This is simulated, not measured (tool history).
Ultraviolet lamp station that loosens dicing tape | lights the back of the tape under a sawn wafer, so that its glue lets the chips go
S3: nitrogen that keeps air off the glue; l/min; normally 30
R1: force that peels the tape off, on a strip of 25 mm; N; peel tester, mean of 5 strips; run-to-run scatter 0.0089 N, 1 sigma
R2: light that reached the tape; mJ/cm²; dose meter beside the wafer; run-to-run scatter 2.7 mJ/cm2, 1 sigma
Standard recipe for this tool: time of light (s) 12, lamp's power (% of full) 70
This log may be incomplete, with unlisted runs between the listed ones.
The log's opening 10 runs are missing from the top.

run 11 hour=94.5 | time_of_light_(s)=12 lamp's_power_(%_of_full)=70 S3=30 | R1=0.471 R2=300
run 12 hour=105.5 | time_of_light_(s)=12 lamp's_power_(%_of_full)=96 S3=30 | R1=0.308 R2=409
-- hour=117.3 window cleaned of glue's vapour
run 13 hour=118.0 | time_of_light_(s)=12 lamp's_power_(%_of_full)=70 S3=18 | R1=0.535 R2=326
run 14 hour=123.7 | time_of_light_(s)=12 lamp's_power_(%_of_full)=70 S3=18 | R1=0.519 R2=323
run 15 hour=131.0 | time_of_light_(s)=12 lamp's_power_(%_of_full)=70 S3=18 | R1=0.548 R2=321
run 16 hour=141.2 | time_of_light_(s)=14 lamp's_power_(%_of_full)=70 S3=30 | R1=0.327 R2=368
run 17 hour=153.7 | time_of_light_(s)=12 lamp's_power_(%_of_full)=70 S3=30 | R1=0.422 R2=318
run 18 hour=160.9 | time_of_light_(s)=12 lamp's_power_(%_of_full)=70 S3=30 | R1=0.440 R2=317
run 19 hour=169.4 | time_of_light_(s)=12 lamp's_power_(%_of_full)=70 S3=30 | R1=0.433 R2=311
run 20 hour=181.6 | time_of_light_(s)=12 lamp's_power_(%_of_full)=70 S3=30 | R1=0.446 R2=315
run 21 hour=189.3 | time_of_light_(s)=12 lamp's_power_(%_of_full)=70 S3=30 | R1=0.437 R2=314
run 22 hour=195.5 | time_of_light_(s)=12 lamp's_power_(%_of_full)=70 S3=30 | R1=0.434 R2=307
run 23 hour=203.5 | time_of_light_(s)=7 lamp's_power_(%_of_full)=75 S3=12 | R1=1.359 R2=196
run 24 hour=211.2 | time_of_light_(s)=7 lamp's_power_(%_of_full)=75 S3=12 | R1=1.351 R2=195
run 25 hour=217.5 | time_of_light_(s)=7 lamp's_power_(%_of_full)=75 S3=12 | R1=1.399 R2=193
run 26 hour=224.2 | time_of_light_(s)=9 lamp's_power_(%_of_full)=70 S3=10 | R1=1.114 R2=232
run 27 hour=230.8 | time_of_light_(s)=11 lamp's_power_(%_of_full)=70 S3=10 | R1=0.845 R2=285
run 28 hour=239.0 | time_of_light_(s)=23 lamp's_power_(%_of_full)=73 S3=14 | R1=0.249 R2=615

Run 29 is up next; what results do you expect?
run 29 hour=245.1 | time_of_light_(s)=12 lamp's_power_(%_of_full)=95 S3=22 | R1=? R2=?

Run 29 yielded R1 0.318 N, R2 415 mJ/cm².
Take away the tool's hidden state, keep the run-to-run variation as it was, and the same run would have given R1 0.273 N, R2 475 mJ/cm².

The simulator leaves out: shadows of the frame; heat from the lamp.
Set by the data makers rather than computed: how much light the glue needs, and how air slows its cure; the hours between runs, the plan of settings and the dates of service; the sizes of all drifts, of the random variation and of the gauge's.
